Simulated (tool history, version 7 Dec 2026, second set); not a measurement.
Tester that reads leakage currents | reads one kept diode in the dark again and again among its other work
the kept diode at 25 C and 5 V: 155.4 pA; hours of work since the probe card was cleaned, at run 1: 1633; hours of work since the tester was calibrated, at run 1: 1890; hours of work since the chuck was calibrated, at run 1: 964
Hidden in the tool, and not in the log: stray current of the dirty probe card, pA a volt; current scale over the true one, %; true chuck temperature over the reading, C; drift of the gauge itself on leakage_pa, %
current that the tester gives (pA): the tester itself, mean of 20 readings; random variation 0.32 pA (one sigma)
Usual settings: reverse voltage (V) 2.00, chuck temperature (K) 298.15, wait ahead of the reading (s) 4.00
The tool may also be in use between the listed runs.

| run | hour | reverse voltage (V) | chuck temperature (K) | wait ahead of the reading (s) | hours of work since the probe card was cleaned | hours of work since the tester was calibrated | hours of work since the chuck was calibrated | current that the tester gives (pA) |
|---|---|---|---|---|---|---|---|---|
| 1 | 0.0 | 2.00 | 298.15 | 4.00 | 1633 | 1890 | 964 | 95.90 |
| 2 | 107.8 | 2.00 | 298.15 | 6.06 | 1680 | 1936 | 1011 | 95.30 |
| 3 | 208.7 | 6.09 | 298.15 | 4.00 | 1724 | 1980 | 1055 | 157.15 |
| 4 | 272.4 | 6.09 | 298.15 | 4.00 | 1751 | 2008 | 1082 | 156.79 |
| 5 | 335.2 | 2.00 | 298.15 | 4.00 | 1779 | 2035 | 1110 | 94.96 |
| 6 | 390.7 | 2.00 | 298.15 | 4.00 | 1803 | 2059 | 1134 | 94.54 |
| 7 | 466.1 | 2.00 | 317.15 | 4.00 | 1835 | 2092 | 1167 | 483.87 |
| 8 | 528.9 | 2.00 | 317.15 | 4.00 | 1863 | 2119 | 1194 | 483.96 |
| 9 | 608.9 | 2.00 | 298.15 | 4.00 | 1898 | 2154 | 1229 | 93.73 |
| 10 | 670.8 | 2.00 | 298.15 | 4.00 | 1924 | 2181 | 1255 | 93.28 |
| 11 | 765.0 | 2.00 | 298.15 | 8.80 | 1965 | 2222 | 1296 | 92.91 |
| 12 | 814.7 | 2.00 | 298.15 | 5.40 | 1987 | 2243 | 1318 | 92.73 |
| 13 | 872.2 | 2.00 | 317.15 | 4.00 | 2012 | 2268 | 1343 | 477.97 |
|  | 926.1 | chuck's temperature calibrated |
| 14 | 982.6 | 2.00 | 317.15 | 4.00 | 2059 | 2315 | 25 | 544.69 |
| 15 | 1086.6 | 3.55 | 298.15 | 4.00 | 2104 | 2360 | 70 | 138.16 |
| 16 | 1171.0 | 3.55 | 298.15 | 4.00 | 2141 | 2397 | 106 | 137.13 |
| 17 | 1260.2 | 4.09 | 298.15 | 4.00 | 2179 | 2436 | 145 | 146.40 |
| 18 | 1307.5 | 4.09 | 298.15 | 4.00 | 2200 | 2456 | 166 | 145.62 |
| 19 | 1363.4 | 3.87 | 298.15 | 1.50 | 2224 | 2480 | 190 | 142.63 |
| 20 | 1409.7 | 10.56 | 306.15 | 2.45 | 2244 | 2501 | 210 | 450.08 |
| 21 | 1458.4 | 10.56 | 306.15 | 2.45 | 2265 | 2522 | 231 | 453.12 |
| 22 | 1527.9 | 2.26 | 310.15 | 0.59 | 2296 | 2552 | 261 | 316.16 |
| 23 | 1598.9 | 2.26 | 310.15 | 0.59 | 2326 | 2583 | 292 | 315.70 |
|  | 1609.5 | tester calibrated |
| 24 | 1662.4 | 1.72 | 328.15 | 0.59 | 2353 | 23 | 319 | 1193.56 |
| 25 | 1759.3 | 1.72 | 328.15 | 0.59 | 2395 | 65 | 361 | 1181.67 |
| 26 | 1864.7 | 1.72 | 328.15 | 0.59 | 2441 | 111 | 407 | 1182.54 |
| 27 | 1910.9 | 13.02 | 293.15 | 4.00 | 2461 | 131 | 427 | 161.81 |
| 28 | 1985.3 | 13.02 | 293.15 | 4.00 | 2493 | 163 | 459 | 161.49 |
|  | 2040.3 | tester calibrated, once more |
| 29 | 2079.6 | 13.02 | 293.15 | 4.00 | 2533 | 17 | 499 | 154.60 |
| 30 | 2156.0 | 13.02 | 293.15 | 4.00 | 2566 | 50 | 532 | 154.39 |
| 31 | 2202.6 | 13.02 | 309.15 | 4.00 | 2587 | 70 | 552 | 608.10 |
| 32 | 2297.7 | 3.73 | 302.15 | 0.37 | 2628 | 112 | 594 | 190.16 |
| 33 | 2347.0 | 3.73 | 302.15 | 0.37 | 2649 | 133 | 615 | 188.49 |
| 34 | 2421.1 | 5.90 | 302.15 | 1.88 | 2681 | 165 | 647 | 233.04 |
| 35 | 2492.8 | 5.90 | 302.15 | 1.88 | 2713 | 196 | 678 | 231.43 |
| 36 | 2590.6 | 1.48 | 302.15 | 0.84 | 2755 | 239 | 721 | 122.79 |

Measured less the same run without the tool's hidden state. The same run-to-run variation is in both; the gauge's scatter may not be:
| run | current that the tester gives (pA) |
|---|---|
| 1 | -7.96 |
| 2 | -8.37 |
| 3 | -12.22 |
| 4 | -12.55 |
| 5 | -9.23 |
| 6 | -9.41 |
| 7 | -48.67 |
| 8 | -50.02 |
| 9 | -10.21 |
| 10 | -10.37 |
| 11 | -10.75 |
| 12 | -10.95 |
| 13 | -56.04 |
| 14 | +10.39 |
| 15 | +4.63 |
| 16 | +4.17 |
| 17 | +4.28 |
| 18 | +4.02 |
| 19 | +3.54 |
| 20 | +9.27 |
| 21 | +8.63 |
| 22 | +0.36 |
| 23 | -0.54 |
| 24 | +8.28 |
| 25 | +4.16 |
| 26 | +0.05 |
| 27 | +11.90 |
| 28 | +11.65 |
| 29 | +5.51 |
| 30 | +5.19 |
| 31 | -20.04 |
| 32 | -7.85 |
| 33 | -8.18 |
| 34 | -9.34 |
| 35 | -9.91 |
| 36 | -7.76 |
